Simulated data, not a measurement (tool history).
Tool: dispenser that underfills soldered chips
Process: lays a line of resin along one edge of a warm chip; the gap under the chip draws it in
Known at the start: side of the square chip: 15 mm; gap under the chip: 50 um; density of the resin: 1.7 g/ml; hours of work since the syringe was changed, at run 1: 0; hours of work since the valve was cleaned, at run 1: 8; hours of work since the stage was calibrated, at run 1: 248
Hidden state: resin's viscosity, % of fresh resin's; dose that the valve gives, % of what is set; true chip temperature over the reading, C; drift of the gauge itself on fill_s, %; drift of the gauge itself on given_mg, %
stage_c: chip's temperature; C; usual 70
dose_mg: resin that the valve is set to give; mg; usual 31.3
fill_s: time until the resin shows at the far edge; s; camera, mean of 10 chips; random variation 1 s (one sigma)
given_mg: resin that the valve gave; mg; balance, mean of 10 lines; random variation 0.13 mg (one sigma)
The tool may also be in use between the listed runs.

| run | hour | stage_c | dose_mg | hours of work since the syringe was changed | hours of work since the valve was cleaned | hours of work since the stage was calibrated | fill_s | given_mg |
|---|---|---|---|---|---|---|---|---|
| 1 | 0 | 70 | 31.3 | 0 | 8 | 248 | 104.2 | 31.14 |
| 2 | 7.2 | 70 | 31.3 | 5 | 13 | 253 | 129.1 | 30.92 |
|  | 8.7 | new syringe of resin |
|  | 17.7 | new syringe of resin |
| 3 | 17.7 | 81 | 31.3 | 0 | 20 | 260 | 71.9 | 30.69 |
| 4 | 22.6 | 66 | 31.3 | 4 | 23 | 264 | 141.2 | 30.9 |
|  | 26.5 | new syringe of resin |
| 5 | 30.3 | 66 | 31.3 | 3 | 29 | 269 | 131 | 30.77 |
|  | 35.4 | new syringe of resin |
| 6 | 40.6 | 66 | 31.3 | 4 | 36 | 276 | 140.7 | 30.75 |
|  | 44.5 | new syringe of resin |
| 7 | 47.4 | 66 | 31.3 | 2 | 40 | 281 | 129.6 | 30.25 |
|  | 53.7 | new syringe of resin |
| 8 | 57.3 | 66 | 31.3 | 3 | 47 | 288 | 134.3 | 30.48 |
|  | 62.5 | new syringe of resin |
| 9 | 63.7 | 66 | 31.3 | 1 | 52 | 292 | 128.1 | 30.33 |
| 10 | 68.9 | 72 | 38.7 | 5 | 55 | 296 | 116.5 | 37.19 |
|  | 71.6 | new syringe of resin |
| 11 | 77.5 | 72 | 38.7 | 4 | 61 | 302 | 114.6 | 37.49 |
|  | 80.5 | new syringe of resin |
| 12 | 86 | 68 | 38.7 | 4 | 67 | 307 | 131.7 | 37.27 |
|  | 90 | new syringe of resin |
| 13 | 91.8 | 72 | 33.6 | 1 | 71 | 311 | 99.2 | 32.13 |
|  | 98.6 | new syringe of resin |
| 14 | 99.5 | 72 | 33.6 | 1 | 76 | 317 | 96.4 | 32.19 |
| 15 | 105.8 | 72 | 33.6 | 5 | 81 | 321 | 115.4 | 32.12 |
|  | 107.5 | new syringe of resin |
| 16 | 111.4 | 81 | 37.6 | 3 | 84 | 325 | 77.5 | 35.76 |
|  | 116.3 | new syringe of resin |
| 17 | 120.7 | 75 | 32 | 3 | 91 | 331 | 99.2 | 30.28 |

How the hidden state differs across the entries between the runs, from the last listed run before each to the first after it:
Between runs 2 and 3: new syringe of resin (hour 8.7); new syringe of resin (hour 17.7)
  resin's viscosity, % of fresh resin's: 122.6 -> 100.9; dose that the valve gives, % of what is set: 99.12 -> 98.7; true chip temperature over the reading, C: -0.78 -> -0.8
  measured less the result without the state, fill_s: +26.7 -> +2.6 s; given_mg: -0.27 -> -0.41 mg
Between runs 4 and 5: new syringe of resin (hour 26.5)
  resin's viscosity, % of fresh resin's: 116.4 -> 111.1; dose that the valve gives, % of what is set: 98.5 -> 98.21; true chip temperature over the reading, C: -0.81 -> -0.82
  measured less the result without the state, fill_s: +23.6 -> +16.9 s; given_mg: -0.47 -> -0.57 mg
Between runs 5 and 6: new syringe of resin (hour 35.4)
  resin's viscosity, % of fresh resin's: 111.1 -> 116; dose that the valve gives, % of what is set: 98.21 -> 97.78; true chip temperature over the reading, C: -0.82 -> -0.83
  measured less the result without the state, fill_s: +16.9 -> +23.3 s; given_mg: -0.57 -> -0.7 mg
Between runs 6 and 7: new syringe of resin (hour 44.5)
  resin's viscosity, % of fresh resin's: 116 -> 109.4; dose that the valve gives, % of what is set: 97.78 -> 97.53; true chip temperature over the reading, C: -0.83 -> -0.84
  measured less the result without the state, fill_s: +23.3 -> +15.1 s; given_mg: -0.7 -> -0.77 mg
Between runs 7 and 8: new syringe of resin (hour 53.7)
  resin's viscosity, % of fresh resin's: 109.4 -> 111; dose that the valve gives, % of what is set: 97.53 -> 97.12; true chip temperature over the reading, C: -0.84 -> -0.86
  measured less the result without the state, fill_s: +15.1 -> +17.5 s; given_mg: -0.77 -> -0.91 mg
Between runs 8 and 9: new syringe of resin (hour 62.5)
  resin's viscosity, % of fresh resin's: 111 -> 104; dose that the valve gives, % of what is set: 97.12 -> 96.88; true chip temperature over the reading, C: -0.86 -> -0.87
  measured less the result without the state, fill_s: +17.5 -> +9.2 s; given_mg: -0.91 -> -0.97 mg
Between runs 10 and 11: new syringe of resin (hour 71.6)
  resin's viscosity, % of fresh resin's: 120.7 -> 118.9; dose that the valve gives, % of what is set: 96.66 -> 96.34; true chip temperature over the reading, C: -0.87 -> -0.89
  measured less the result without the state, fill_s: +23 -> +21.3 s; given_mg: -1.29 -> -1.42 mg
Between runs 11 and 12: new syringe of resin (hour 80.5)
  resin's viscosity, % of fresh resin's: 118.9 -> 118.8; dose that the valve gives, % of what is set: 96.34 -> 96.02; true chip temperature over the reading, C: -0.89 -> -0.9
  measured less the result without the state, fill_s: +21.3 -> +24.6 s; given_mg: -1.42 -> -1.54 mg
Between runs 12 and 13: new syringe of resin (hour 90)
  resin's viscosity, % of fresh resin's: 118.8 -> 103.5; dose that the valve gives, % of what is set: 96.02 -> 95.79; true chip temperature over the reading, C: -0.9 -> -0.91
  measured less the result without the state, fill_s: +24.6 -> +6.7 s; given_mg: -1.54 -> -1.41 mg
Between runs 13 and 14: new syringe of resin (hour 98.6)
  resin's viscosity, % of fresh resin's: 103.5 -> 101.8; dose that the valve gives, % of what is set: 95.79 -> 95.48; true chip temperature over the reading, C: -0.91 -> -0.92
  measured less the result without the state, fill_s: +6.7 -> +5.1 s; given_mg: -1.41 -> -1.53 mg
Between runs 15 and 16: new syringe of resin (hour 107.5)
  resin's viscosity, % of fresh resin's: 122.1 -> 110; dose that the valve gives, % of what is set: 95.21 -> 95; true chip temperature over the reading, C: -0.93 -> -0.94
  measured less the result without the state, fill_s: +24.2 -> +9.4 s; given_mg: -1.61 -> -1.88 mg
Between runs 16 and 17: new syringe of resin (hour 116.3)
  resin's viscosity, % of fresh resin's: 110 -> 114.2; dose that the valve gives, % of what is set: 95 -> 94.63; true chip temperature over the reading, C: -0.94 -> -0.95
  measured less the result without the state, fill_s: +9.4 -> +15.7 s; given_mg: -1.88 -> -1.72 mg
